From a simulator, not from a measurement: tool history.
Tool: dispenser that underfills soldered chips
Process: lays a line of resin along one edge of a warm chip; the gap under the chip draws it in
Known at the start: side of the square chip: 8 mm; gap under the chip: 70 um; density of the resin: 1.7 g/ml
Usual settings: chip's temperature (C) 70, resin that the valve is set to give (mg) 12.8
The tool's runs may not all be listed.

| run | hour | chip's temperature (C) | resin that the valve is set to give (mg) | time until the resin shows at the far edge (s) | resin that the valve gave (mg) |
|---|---|---|---|---|---|
| 1 | 0.0 | 70 | 12.8 | 68.1 | 12.60 |
|  | 2.6 | new syringe of resin |
| 2 | 9.6 | 70 | 12.3 | 64.5 | 12.11 |
|  | 12.9 | new syringe of resin |
| 3 | 14.5 | 70 | 12.3 | 48.3 | 12.20 |
|  | 24.0 | new syringe of resin |
| 4 | 25.0 | 70 | 12.3 | 44.7 | 12.17 |
|  | 34.4 | new syringe of resin |
| 5 | 34.5 | 70 | 13.8 | 42.8 | 13.53 |
|  | 39.8 | dispensing valve cleaned and set on the balance |
| 6 | 42.5 | 70 | 13.8 | 63.2 | 13.70 |
|  | 46.0 | new syringe of resin |
| 7 | 52.7 | 70 | 12.2 | 64.7 | 12.15 |
|  | 56.6 | new syringe of resin |
| 8 | 60.3 | 70 | 12.2 | 54.1 | 12.05 |
| 9 | 64.9 | 70 | 12.8 | 70.7 | 12.71 |
|  | 67.4 | new syringe of resin |
| 10 | 71.6 | 66 | 12.8 | 66.8 | 12.66 |
| 11 | 76.1 | 66 | 12.8 | 88.1 | 12.72 |
|  | 77.8 | new syringe of resin |
| 12 | 80.7 | 74 | 13.9 | 40.4 | 13.66 |
|  | 88.1 | new syringe of resin |
| 13 | 88.1 | 74 | 13.8 | 33.8 | 13.63 |
| 14 | 97.7 | 70 | 16.0 | 73.4 | 15.76 |

Run 15 comes next. What will it give?
|  | 98.9 | new syringe of resin |
| 15 | 106.7 | 82 | 12.4 | ? | ? |

time until the resin shows at the far edge (s): 38.2
resin that the valve gave (mg): 12.22
Without the tool's hidden state the same run would have given time until the resin shows at the far edge (s) 24.8, resin that the valve gave (mg) 12.42.
